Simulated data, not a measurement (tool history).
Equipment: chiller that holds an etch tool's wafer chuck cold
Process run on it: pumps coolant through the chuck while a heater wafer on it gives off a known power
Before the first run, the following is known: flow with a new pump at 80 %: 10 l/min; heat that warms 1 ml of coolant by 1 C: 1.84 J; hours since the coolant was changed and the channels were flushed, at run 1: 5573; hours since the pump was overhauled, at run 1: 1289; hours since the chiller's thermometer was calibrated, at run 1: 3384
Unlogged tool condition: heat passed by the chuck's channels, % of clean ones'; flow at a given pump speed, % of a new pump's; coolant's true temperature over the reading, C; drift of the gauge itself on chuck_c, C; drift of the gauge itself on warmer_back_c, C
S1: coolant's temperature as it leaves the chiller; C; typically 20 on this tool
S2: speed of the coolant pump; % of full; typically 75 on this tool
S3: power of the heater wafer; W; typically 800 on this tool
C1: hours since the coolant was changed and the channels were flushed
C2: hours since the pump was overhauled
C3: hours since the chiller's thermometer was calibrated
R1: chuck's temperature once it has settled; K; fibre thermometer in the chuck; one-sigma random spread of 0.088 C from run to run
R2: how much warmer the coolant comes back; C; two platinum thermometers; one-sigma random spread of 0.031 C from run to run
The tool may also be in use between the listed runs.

run 1 hour=0 | S1=20 S2=75 S3=800 | C1=5573 C2=1289 C3=3384 | R1=300.19 R2=2.84
run 2 hour=35.8 | S1=20 S2=75 S3=800 | C1=5609 C2=1325 C3=3420 | R1=300.11 R2=2.83
run 3 hour=66.3 | S1=20 S2=75 S3=800 | C1=5640 C2=1355 C3=3450 | R1=300.15 R2=2.85
run 4 hour=97.6 | S1=20 S2=75 S3=800 | C1=5671 C2=1386 C3=3482 | R1=300.18 R2=2.86
run 5 hour=133.2 | S1=20 S2=75 S3=800 | C1=5707 C2=1422 C3=3517 | R1=300.09 R2=2.84
run 6 hour=181.5 | S1=20 S2=75 S3=800 | C1=5755 C2=1470 C3=3566 | R1=300.12 R2=2.87
run 7 hour=221.4 | S1=20 S2=75 S3=800 | C1=5795 C2=1510 C3=3606 | R1=300.12 R2=2.82
run 8 hour=270.8 | S1=20 S2=73 S3=800 | C1=5844 C2=1560 C3=3655 | R1=300.34 R2=2.9
run 9 hour=304.9 | S1=20 S2=73 S3=800 | C1=5878 C2=1594 C3=3689 | R1=300.24 R2=2.9
run 10 hour=326.6 | S1=20 S2=73 S3=800 | C1=5900 C2=1615 C3=3711 | R1=300.31 R2=2.96
run 11 hour=361.5 | S1=20 S2=73 S3=800 | C1=5935 C2=1650 C3=3746 | R1=300.22 R2=2.94
run 12 hour=397.6 | S1=20 S2=75 S3=800 | C1=5971 C2=1686 C3=3782 | R1=300.44 R2=2.83
run 13 hour=433.5 | S1=25 S2=75 S3=800 | C1=6007 C2=1722 C3=3818 | R1=305.16 R2=2.85
run 14 hour=458.3 | S1=25 S2=75 S3=800 | C1=6032 C2=1747 C3=3842 | R1=305.23 R2=2.88
run 15 hour=482.4 | S1=25 S2=75 S3=1087 | C1=6056 C2=1771 C3=3867 | R1=307.62 R2=3.81
run 16 hour=503.7 | S1=25 S2=75 S3=1087 | C1=6077 C2=1792 C3=3888 | R1=307.45 R2=3.87
run 17 hour=556.1 | S1=25 S2=75 S3=1087 | C1=6130 C2=1845 C3=3940 | R1=307.6 R2=3.87
run 18 hour=603.9 | S1=25 S2=90 S3=1087 | C1=6177 C2=1893 C3=3988 | R1=306.76 R2=3.2
run 19 hour=653 | S1=30 S2=63 S3=442 | C1=6226 C2=1942 C3=4037 | R1=307.83 R2=1.89
run 20 hour=694.8 | S1=13 S2=63 S3=983 | C1=6268 C2=1984 C3=4079 | R1=295.7 R2=4.18
-- hour=718.1 chiller's thermometer calibrated
run 21 hour=724 | S1=20 S2=61 S3=642 | C1=6296 C2=2012 C3=6 | R1=299.11 R2=2.78
run 22 hour=773.9 | S1=20 S2=61 S3=642 | C1=6346 C2=2062 C3=56 | R1=299.22 R2=2.85
run 23 hour=811.9 | S1=14 S2=69 S3=800 | C1=6384 C2=2100 C3=94 | R1=294.2 R2=3.09
run 24 hour=856.8 | S1=29 S2=75 S3=518 | C1=6429 C2=2145 C3=139 | R1=306.45 R2=1.89
run 25 hour=899.5 | S1=29 S2=92 S3=693 | C1=6472 C2=2187 C3=181 | R1=307.3 R2=2.04
run 26 hour=947.1 | S1=20 S2=86 S3=846 | C1=6519 C2=2235 C3=229 | R1=299.61 R2=2.65
run 27 hour=975 | S1=30 S2=98 S3=1172 | C1=6547 C2=2263 C3=257 | R1=311.44 R2=3.18
run 28 hour=1001 | S1=11 S2=75 S3=800 | C1=6573 C2=2289 C3=283 | R1=290.9 R2=2.88
run 29 hour=1045.1 | S1=11 S2=75 S3=800 | C1=6618 C2=2333 C3=327 | R1=290.71 R2=2.88
run 30 hour=1095.3 | S1=21 S2=87 S3=885 | C1=6668 C2=2383 C3=377 | R1=300.73 R2=2.78
run 31 hour=1125.7 | S1=12 S2=92 S3=885 | C1=6698 C2=2413 C3=408 | R1=291.72 R2=2.56
run 32 hour=1148.6 | S1=12 S2=92 S3=885 | C1=6721 C2=2436 C3=431 | R1=291.81 R2=2.59
run 33 hour=1198.3 | S1=19 S2=92 S3=840 | C1=6771 C2=2486 C3=480 | R1=298.28 R2=2.46

Had the tool no unlogged condition, and each run kept its random variation, what would the results have been?
run=1 R1=299.25 R2=2.8
run=2 R1=299.16 R2=2.79
run=3 R1=299.19 R2=2.81
run=4 R1=299.22 R2=2.81
run=5 R1=299.12 R2=2.79
run=6 R1=299.14 R2=2.82
run=7 R1=299.12 R2=2.78
run=8 R1=299.33 R2=2.85
run=9 R1=299.22 R2=2.85
run=10 R1=299.28 R2=2.91
run=11 R1=299.18 R2=2.88
run=12 R1=299.4 R2=2.77
run=13 R1=304.11 R2=2.79
run=14 R1=304.18 R2=2.82
run=15 R1=306.38 R2=3.73
run=16 R1=306.21 R2=3.79
run=17 R1=306.34 R2=3.79
run=18 R1=305.54 R2=3.13
run=19 R1=306.93 R2=1.85
run=20 R1=294.41 R2=4.09
run=21 R1=298.62 R2=2.72
run=22 R1=298.72 R2=2.78
run=23 R1=293.61 R2=3.02
run=24 R1=306.05 R2=1.84
run=25 R1=306.82 R2=1.99
run=26 R1=299.01 R2=2.58
run=27 R1=310.67 R2=3.1
run=28 R1=290.28 R2=2.8
run=29 R1=290.08 R2=2.8
run=30 R1=300.07 R2=2.7
run=31 R1=291.07 R2=2.49
run=32 R1=291.15 R2=2.52
run=33 R1=297.63 R2=2.38
